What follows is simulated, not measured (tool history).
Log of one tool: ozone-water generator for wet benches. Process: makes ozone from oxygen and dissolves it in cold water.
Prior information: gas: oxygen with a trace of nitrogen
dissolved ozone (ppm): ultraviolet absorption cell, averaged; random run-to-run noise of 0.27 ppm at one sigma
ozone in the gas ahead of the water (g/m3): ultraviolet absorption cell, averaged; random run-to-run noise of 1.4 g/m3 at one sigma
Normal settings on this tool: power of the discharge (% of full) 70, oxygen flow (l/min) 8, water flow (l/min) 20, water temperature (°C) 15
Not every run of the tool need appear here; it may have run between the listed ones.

run	hour	power of the discharge (% of full)	oxygen flow (l/min)	water flow (l/min)	water temperature (°C)	dissolved ozone (ppm)	ozone in the gas ahead of the water (g/m3)
1	0	70	8	20	15	41	263.6
2	64.8	70	8	20	15	41.1	265.8
3	142.9	70	8	20	15	40.8	264
4	207.2	70	8	20	15	41.3	266
5	264.6	43	8	20	15	29.8	192.6
6	312	50	8	20	15	33	213.7
7	411	70	8	20	7	46.4	263.7
8	478.5	70	8	24	15	36.3	266.5
9	544.8	70	9.06	20	15	40.6	249.6
10	628.1	70	9.06	20	15	39.9	250.3
11	699.1	70	9.06	20	23	34.6	248.9
12	756.1	70	9.06	20	23	34.3	247.2
13	817.6	70	9.06	20	23	34.8	246
14	887.4	81	4.15	20	15	44.6	419.7
15	954.3	96	6.32	20	15	51.1	368.5
16	1050.7	67	6.48	20	18	38.4	285.9
17	1110.4	70	8	28	12	34.3	265.5
18	1176.5	53	10.83	20	7	38.8	188.5
19	1220.4	53	10.83	20	7	38.5	189.7
20	1262	53	10.83	20	7	38.5	187.2
21	1317.4	53	10.83	20	7	38.6	187.9
22	1391.5	53	10.83	20	7	38.6	190.7
23	1439	53	10.83	20	7	38.4	189.8

Forecast each of these 4 alternatives for the next run:
A	1526.4	90	8	20	15	?	?
B	1526.4	70	8	20	10	?	?
C	1526.4	42	10.83	20	7	?	?
D	1526.4	70	8	19	15	?	?

run	dissolved ozone (ppm)	ozone in the gas ahead of the water (g/m3)
A	48.1	310.5
B	45.1	263.6
C	33.3	162.9
D	42.2	263
What these runs would have given with no unlogged condition in the tool:
run	dissolved ozone (ppm)	ozone in the gas ahead of the water (g/m3)
A	48.2	310.7
B	45.2	263.8
C	33.3	163
D	42.2	263.1
